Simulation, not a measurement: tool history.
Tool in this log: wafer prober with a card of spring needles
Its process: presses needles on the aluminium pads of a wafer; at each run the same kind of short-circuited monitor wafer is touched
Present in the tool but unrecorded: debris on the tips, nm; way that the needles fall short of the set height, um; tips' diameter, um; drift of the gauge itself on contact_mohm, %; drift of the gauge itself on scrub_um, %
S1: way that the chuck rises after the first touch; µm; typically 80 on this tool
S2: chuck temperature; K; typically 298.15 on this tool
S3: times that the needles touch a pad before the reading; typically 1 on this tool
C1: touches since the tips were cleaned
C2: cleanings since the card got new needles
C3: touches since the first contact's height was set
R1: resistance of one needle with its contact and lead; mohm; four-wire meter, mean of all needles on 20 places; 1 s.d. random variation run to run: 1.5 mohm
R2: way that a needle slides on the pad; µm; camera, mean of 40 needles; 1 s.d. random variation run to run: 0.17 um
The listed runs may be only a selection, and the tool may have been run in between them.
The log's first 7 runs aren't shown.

At day 4.879: tips cleaned on abrasive film.
At day 5.358: tips cleaned on abrasive film.
Run 8, day 5.771: usual settings; C1 4969; C2 54; C3 66526. Result: R1 139 mohm, R2 17.22 µm.
At day 5.854: tips cleaned on abrasive film.
At day 6.333: tips cleaned on abrasive film.
Run 9, day 6.683: usual settings; C1 4202; C2 56; C3 77434. Result: R1 136 mohm, R2 17.59 µm.
At day 6.800: tips cleaned on abrasive film.
At day 7.325: tips cleaned on abrasive film.
At day 7.762: tips cleaned on abrasive film.
Run 10, day 7.762: usual settings; C1 0; C2 59; C3 90276. Result: R1 136 mohm, R2 17.19 µm.
At day 8.267: tips cleaned on abrasive film.
Run 11, day 8.617: usual settings; C1 4208; C2 60; C3 100522. Result: R1 138 mohm, R2 17.07 µm.
At day 8.762: tips cleaned on abrasive film.
At day 9.246: tips cleaned on abrasive film.
Run 12, day 9.558: usual settings; C1 3744; C2 62; C3 111772. Result: R1 138 mohm, R2 17.52 µm.
At day 9.717: tips cleaned on abrasive film.
At day 10.200: tips cleaned on abrasive film.
Run 13, day 10.592: usual settings; C1 4717; C2 64; C3 124116. Result: R1 136 mohm, R2 17.18 µm.
At day 10.692: tips cleaned on abrasive film.
Run 14, day 11.062: usual settings; C1 4450; C2 65; C3 129765. Result: R1 138 mohm, R2 17.29 µm.
At day 11.162: tips cleaned on abrasive film.
At day 11.629: tips cleaned on abrasive film.
At day 12.062: tips cleaned on abrasive film.
Run 15, day 12.079: usual settings; C1 184; C2 68; C3 141863. Result: R1 137 mohm, R2 17.31 µm.
At day 12.500: tips cleaned on abrasive film.
Run 16, day 12.692: usual settings but S2 329.15 K; C1 2306; C2 69; C3 149215. Result: R1 142 mohm, R2 17.19 µm.
At day 12.946: tips cleaned on abrasive film.
At day 13.388: tips cleaned on abrasive film.
Run 17, day 13.550: usual settings but S1 66 µm, S2 331.15 K, S3 2; C1 1947; C2 71; C3 159426. Result: R1 144 mohm, R2 14.27 µm.
At day 13.858: tips cleaned on abrasive film.
At day 14.346: tips cleaned on abrasive film.
Run 18, day 14.529: usual settings but S1 66 µm, S2 331.15 K, S3 2; C1 2234; C2 73; C3 171148. Result: R1 147 mohm, R2 14.04 µm.
At day 14.825: tips cleaned on abrasive film.
At day 15.321: tips cleaned on abrasive film.
Run 19, day 15.521: usual settings but S1 82 µm, S2 327.15 K, S3 2; C1 2442; C2 75; C3 183006. Result: R1 143 mohm, R2 17.85 µm.
At day 15.829: tips cleaned on abrasive film.
At day 16.312: tips cleaned on abrasive film.
Run 20, day 16.408: usual settings but S2 316.15 K, S3 2; C1 1122; C2 77; C3 193575. Result: R1 141 mohm, R2 17.41 µm.
At day 16.750: tips cleaned on abrasive film.
At day 17.188: tips cleaned on abrasive film.
Run 21, day 17.354: usual settings but S2 307.15 K, S3 3; C1 1989; C2 79; C3 204881. Result: R1 137 mohm, R2 17.30 µm.
At day 17.658: tips cleaned on abrasive film.
At day 18.142: tips cleaned on abrasive film.
Run 22, day 18.192: usual settings but S2 333.15 K; C1 596; C2 81; C3 214888. Result: R1 143 mohm, R2 16.95 µm.
At day 18.612: tips cleaned on abrasive film.
At day 19.104: tips cleaned on abrasive film.
Run 23, day 19.121: usual settings; C1 191; C2 83; C3 225972. Result: R1 137 mohm, R2 17.17 µm.
At day 19.538: tips cleaned on abrasive film.
Run 24, day 19.758: usual settings; C1 2659; C2 84; C3 233616. Result: R1 136 mohm, R2 17.59 µm.
At day 19.975: tips cleaned on abrasive film.
At day 20.438: tips cleaned on abrasive film.
Run 25, day 20.792: usual settings; C1 4275; C2 86; C3 245947. Result: R1 138 mohm, R2 17.49 µm.
At day 20.883: tips cleaned on abrasive film.
At day 21.088: height of the first contact set anew.
Run 26, day 21.288: usual settings but S2 353.15 K; C1 4753; C2 87; C3 2434. Result: R1 148 mohm, R2 17.45 µm.
At day 21.362: tips cleaned on abrasive film.
At day 21.804: tips cleaned on abrasive film.
Run 27, day 21.838: usual settings but S2 353.15 K; C1 432; C2 89; C3 8965. Result: R1 148 mohm, R2 17.45 µm.
At day 22.250: tips cleaned on abrasive film.
Run 28, day 22.488: usual settings but S2 353.15 K; C1 2841; C2 90; C3 16701. Result: R1 146 mohm, R2 17.04 µm.
At day 22.696: tips cleaned on abrasive film.
Run 29, day 23.096: usual settings but S1 83 µm, S2 331.15 K; C1 4822; C2 91; C3 24019. Result: R1 147 mohm, R2 18.15 µm.
At day 23.154: tips cleaned on abrasive film.
At day 23.596: tips cleaned on abrasive film.
Run 30, day 23.725: usual settings but S1 98 µm, S2 308.15 K, S3 2; C1 1557; C2 93; C3 31487. Result: R1 137 mohm, R2 21.16 µm.

5 options for the next run, each taken on its own from the tool as it stands now. Forecast them:
At day 24.079: tips cleaned on abrasive film.
Run A, day 24.171: usual settings but S1 83 µm, S2 331.15 K; C1 1081; C2 94; C3 36786. Result: R1 ?, R2 ?.
At day 24.079: tips cleaned on abrasive film.
Run B, day 24.171: usual settings but S1 98 µm, S3 2; C1 1081; C2 94; C3 36786. Result: R1 ?, R2 ?.
At day 24.079: tips cleaned on abrasive film.
Run C, day 24.171: usual settings but S1 70 µm, S2 312.15 K; C1 1081; C2 94; C3 36786. Result: R1 ?, R2 ?.
At day 24.079: tips cleaned on abrasive film.
Run D, day 24.171: usual settings but S1 84 µm, S2 383.15 K; C1 1081; C2 94; C3 36786. Result: R1 ?, R2 ?.
At day 24.079: tips cleaned on abrasive film.
Run E, day 24.171: usual settings but S1 93 µm, S2 358.15 K; C1 1081; C2 94; C3 36786. Result: R1 ?, R2 ?.

run   R1     R2
  A  142  17.84
  B  135  21.29
  C  143  15.02
  D  149  18.17
  E  145  20.27
The same runs, with their run-to-run variation unchanged, on a tool lacking any hidden condition would have given:
run   R1     R2
  A  142  17.84
  B  135  21.29
  C  143  15.02
  D  148  18.17
  E  145  20.28
